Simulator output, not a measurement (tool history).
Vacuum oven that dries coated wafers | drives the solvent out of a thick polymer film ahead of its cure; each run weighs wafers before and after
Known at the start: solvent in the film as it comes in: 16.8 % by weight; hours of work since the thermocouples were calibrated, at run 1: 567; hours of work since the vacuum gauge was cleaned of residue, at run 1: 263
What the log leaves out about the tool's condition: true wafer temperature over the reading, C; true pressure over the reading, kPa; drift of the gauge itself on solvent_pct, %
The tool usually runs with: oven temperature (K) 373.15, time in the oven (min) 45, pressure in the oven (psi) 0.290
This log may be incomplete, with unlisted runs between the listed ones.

run,hour,oven temperature (K),time in the oven (min),pressure in the oven (psi),hours of work since the thermocouples were calibrated,hours of work since the vacuum gauge was cleaned of residue,solvent left in the film (%)
1,0.0,373.15,45,0.290,567,263,2.75
2,58.3,373.15,45,0.290,601,297,2.82
3,111.7,373.15,45,0.290,633,329,2.70
4,146.8,373.15,77,0.290,654,350,1.75
5,208.1,373.15,77,0.290,690,386,1.63
6,272.0,373.15,77,0.290,728,424,1.63
7,302.5,370.15,45,0.290,746,442,3.51
8,348.2,387.15,45,0.290,773,469,1.15
9,410.6,373.15,49,0.290,810,506,2.57
10,474.0,373.15,45,0.290,847,544,2.91
11,514.2,373.15,45,0.290,871,567,2.88
12,552.8,373.15,45,0.290,894,590,2.96
13,605.0,373.15,45,0.290,925,621,2.93
14,634.2,384.15,45,0.290,942,638,1.46
15,693.0,373.15,45,0.290,977,673,3.01
16,755.4,373.15,45,0.290,1014,710,2.97
17,814.2,373.15,72,0.290,1049,745,1.81
18,875.0,373.15,72,0.290,1085,781,1.94
19,903.9,373.15,72,0.290,1102,798,1.96
# hour 925.1: oven's thermocouples calibrated
20,947.2,373.15,72,0.290,13,823,1.80
21,977.1,373.15,45,0.290,31,840,2.63
22,1006.9,373.15,45,0.290,48,858,2.76
23,1071.0,373.15,50,0.290,86,896,2.41
24,1097.1,373.15,45,0.248,102,911,2.60
25,1125.0,384.15,54,0.248,118,928,1.11
26,1162.4,369.15,36,0.223,141,950,4.01
27,1226.1,378.15,43,0.251,178,988,2.06
28,1253.6,361.15,37,0.251,194,1004,5.94
29,1305.0,361.15,37,0.251,225,1035,5.95
30,1336.5,361.15,37,0.251,244,1053,5.97
31,1369.1,371.15,48,0.319,263,1072,3.02
32,1416.2,375.15,45,0.299,291,1100,2.55
33,1463.2,375.15,45,0.299,319,1128,2.48
34,1509.7,384.15,62,0.235,346,1156,0.92
35,1536.1,384.15,62,0.235,362,1171,0.99
36,1594.8,378.15,45,0.290,397,1206,2.04
37,1658.8,374.15,32,0.679,434,1244,5.36
38,1707.5,374.15,32,0.679,463,1273,5.29
39,1743.9,374.15,32,0.679,485,1294,5.16
40,1807.3,374.15,32,0.679,522,1332,5.34
41,1862.6,373.15,45,0.447,555,1365,3.56
42,1912.9,380.15,45,0.586,585,1395,2.89
# hour 1923.3: vacuum gauge cleaned of residue and calibrated
43,1958.8,380.15,40,0.586,611,21,2.98
44,2018.3,378.15,55,0.558,646,56,2.49
45,2077.5,383.15,52,0.965,682,91,3.31
46,2121.0,367.15,52,0.899,707,117,6.30

Each row is a separate what-if for the run after 46, all from the same tool condition, not one after another. Results?
A,2166.4,360.15,45,1.021,734,144,?
B,2166.4,373.15,42,0.290,734,144,?
C,2166.4,367.15,27,0.290,734,144,?
D,2166.4,377.15,24,0.194,734,144,?
E,2166.4,365.15,50,0.216,734,144,?

run,solvent left in the film (%)
A,9.45
B,3.08
C,6.15
D,4.28
E,3.70
With the hidden condition removed and each run's random variation left untouched, the same runs would have given:
run,solvent left in the film (%)
A,8.98
B,2.82
C,5.81
D,3.99
E,3.39

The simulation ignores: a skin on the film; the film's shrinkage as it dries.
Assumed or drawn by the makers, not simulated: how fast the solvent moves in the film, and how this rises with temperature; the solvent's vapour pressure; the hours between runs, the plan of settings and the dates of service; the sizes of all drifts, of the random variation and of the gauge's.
